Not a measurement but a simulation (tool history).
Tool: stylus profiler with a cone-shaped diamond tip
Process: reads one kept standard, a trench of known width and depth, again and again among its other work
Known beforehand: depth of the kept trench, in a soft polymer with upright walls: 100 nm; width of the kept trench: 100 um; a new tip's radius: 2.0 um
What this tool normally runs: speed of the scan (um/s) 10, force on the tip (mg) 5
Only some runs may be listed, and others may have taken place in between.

run	hour	speed of the scan (um/s)	force on the tip (mg)	depth of the trench (nm)	width of the trench's floor (um)
1	0	10	5	102.09	98.57
2	97.1	10	5	102.07	98.62
3	215.4	10	5	102.1	98.5
4	316.9	10	5	102.11	98.53
5	393.7	10	5	102.12	98.53
6	500.4	10	5	102.19	98.48
7	552.7	10	5	102.18	98.5
8	652.5	10	5	102.24	98.52
9	718.2	3	8.59	103.15	98.5
10	812.5	5	3.53	101.9	98.43
11	915	3	2.81	101.67	98.45
12	1037.3	10	11.27	103.44	98.51
13	1140.9	10	11.27	103.48	98.43
14	1250.3	13	3.9	101.74	98.41
15	1320.9	5	6.5	102.43	98.49
16	1393.3	5	6.5	102.48	98.39

Between the runs listed above, the log contained 2 entries, not reproduced here. Where in the sequence does each belong, and how does what the log doesn't record of the tool's condition differ from the listed run before to the listed run after?
After run 7, before run 8: height scale calibrated on a step standard (hour 564)
  radius of the tip, um: 2.68 -> 2.73; height scale over the true one, %: 0.157 -> 0.273
  difference, measured minus the result without the unlogged condition, depth of the trench (nm): +0.16 -> +0.28; width of the trench's floor (um): -0.2 -> -0.21
After run 11, before run 12: height scale calibrated on a step standard, once more (hour 978.6)
  radius of the tip, um: 2.85 -> 2.9; height scale over the true one, %: 0.302 -> 0.027
  difference, measured minus the result without the unlogged condition, depth of the trench (nm): +0.31 -> +0.03; width of the trench's floor (um): -0.25 -> -0.27
